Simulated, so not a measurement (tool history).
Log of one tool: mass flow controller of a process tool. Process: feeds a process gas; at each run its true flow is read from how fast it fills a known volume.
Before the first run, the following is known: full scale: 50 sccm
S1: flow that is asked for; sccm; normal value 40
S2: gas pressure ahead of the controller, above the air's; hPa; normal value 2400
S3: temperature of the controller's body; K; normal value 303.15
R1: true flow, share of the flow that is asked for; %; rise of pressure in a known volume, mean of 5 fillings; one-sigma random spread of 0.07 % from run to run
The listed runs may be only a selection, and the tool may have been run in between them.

run	hour	S1	S2	S3	R1
1	0	40	2400	303.15	98.6
2	68.4	40	2400	303.15	98.58
3	145.2	40	2400	303.15	98.59
4	233.3	40	2400	303.15	98.54
5	324.9	40	2400	303.15	98.59
6	405.2	40	2400	303.15	98.54
7	489.3	10	2400	303.15	94.45
8	562.1	10	2400	303.15	94.33
9	628.4	10	2400	303.15	94.34
10	703	40	2400	298.15	98.91
11	811.9	40	2400	298.15	98.79
12	905.5	40	2400	298.15	98.89
13	1012.8	40	1650	303.15	98.67
14	1062.9	40	1650	308.15	98.47
15	1115.1	40	1650	308.15	98.34
16	1200.5	40	1650	308.15	98.29
17	1288.9	40	1650	308.15	98.34
18	1375.9	40	1650	308.15	98.27
19	1439.7	40	1650	300.15	98.99
20	1510.1	40	1650	300.15	98.96
21	1594.7	40	1650	300.15	98.88
22	1683.4	9	1650	300.15	93.51
23	1769	40	2400	307.15	98.34
24	1821.3	40	2400	303.15	98.54
25	1926.4	9	2400	303.15	93.01
26	1978.4	9	2400	303.15	93.01
27	2058	9	2400	300.15	93.1
28	2119	14	2450	299.15	95.11
29	2226.8	14	2450	299.15	95.11
30	2274.2	7	2070	303.15	91.48
31	2353.3	7	2070	303.15	91.28
32	2399.7	40	2050	299.15	98.88
33	2487.5	23	1940	297.15	97.03
34	2558.9	7	2400	303.15	91.15
35	2655.8	40	2110	303.15	98.56
# hour 2665.6: controller's zero set anew
36	2739	9	1690	294.15	91.28
37	2809.1	40	1600	304.15	98.13
38	2916.8	35	2500	308.15	97.05
39	3022.4	13	1690	303.15	92.88
40	3104.9	40	1650	306.15	97.8
41	3166.5	8	1460	297.15	89.78
42	3219.9	40	2520	303.15	98.04
# hour 3301.4: controller's zero set anew, once more
43	3303.5	40	2110	302.15	99.76
44	3404.5	7	2050	297.15	97.91
45	3508.2	36	2010	294.15	100.09
46	3584.7	9	2400	303.15	97.35
47	3639.7	9	2400	303.15	97.26
48	3725.5	9	2400	303.15	97.15
49	3825.5	13	1890	294.15	98.32

Here are 3 independent what-if runs from the current tool condition. What would each one return?
A	3878.4	40	1480	298.15	?
B	3878.4	40	2010	303.15	?
C	3878.4	16	2510	293.15	?

run	R1
A	100.21
B	99.64
C	98.43
With the hidden condition removed and each run's random variation left untouched, the same runs would have given:
run	R1
A	99.42
B	98.85
C	97.85
